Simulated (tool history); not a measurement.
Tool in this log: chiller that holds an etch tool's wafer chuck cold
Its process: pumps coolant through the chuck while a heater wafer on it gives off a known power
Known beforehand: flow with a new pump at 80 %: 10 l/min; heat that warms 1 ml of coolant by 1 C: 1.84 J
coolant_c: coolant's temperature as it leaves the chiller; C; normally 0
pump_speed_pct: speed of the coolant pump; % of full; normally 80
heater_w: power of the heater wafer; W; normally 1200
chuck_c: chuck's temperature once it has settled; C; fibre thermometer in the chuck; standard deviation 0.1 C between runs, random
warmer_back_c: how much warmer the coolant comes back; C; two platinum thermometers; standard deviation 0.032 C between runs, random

run,hour,coolant_c,pump_speed_pct,heater_w,chuck_c,warmer_back_c
1,0,0,80,1200,14.8,4.28
2,61.9,0,74,1200,15.9,4.65
3,137.2,0,80,1197,15,4.34
4,179.2,0,80,1200,15,4.32
5,221.2,1,80,1200,16.2,4.29
6,277.3,1,80,1200,16.3,4.28
7,349.1,0,80,913,11.6,3.28
8,435.1,0,80,1200,15.3,4.3
9,479.2,0,80,1200,15.5,4.31
10,536.8,0,80,1200,15.5,4.36
11,575.2,0,80,1200,15.3,4.37
12,622.1,0,80,1200,15.6,4.32
13,658.9,-3,80,1200,12.5,4.37
14,712,-3,80,1200,12.7,4.41
15,768.8,-3,80,1200,12.7,4.35
16,849.9,7,94,887,17.1,2.78
17,892,0,80,696,9.1,2.53
18,978.7,-1,67,1649,24.4,7.26
19,1024.1,-1,95,1084,11.4,3.37
20,1086.7,-1,83,792,9.2,2.77
21,1171.8,2,76,741,12.4,2.94
22,1234.1,2,76,741,12.6,2.86
23,1294.1,2,76,1160,18.6,4.53
24,1344.3,5,72,725,15.9,2.96
25,1402.5,5,72,725,15.8,3.02
26,1450,5,72,725,15.8,3.03
27,1497.3,5,72,725,16,3.02
28,1559.9,5,72,725,15.9,3.05

Forecast each of these 5 alternatives for the next run:
A,1621.8,5,69,725,?,?
B,1621.8,-1,74,603,?,?
C,1621.8,0,65,1200,?,?
D,1621.8,0,80,1348,?,?
E,1621.8,-2,81,1200,?,?

run,chuck_c,warmer_back_c
A,16.5,3.18
B,7.9,2.42
C,19.7,5.53
D,18.6,5.06
E,14.6,4.36
Stripped of hidden state, with their random variation kept, the same runs would have yielded:
run,chuck_c,warmer_back_c
A,13.4,2.77
B,5.5,2.1
C,14.5,4.8
D,13.7,4.39
E,10.3,3.78
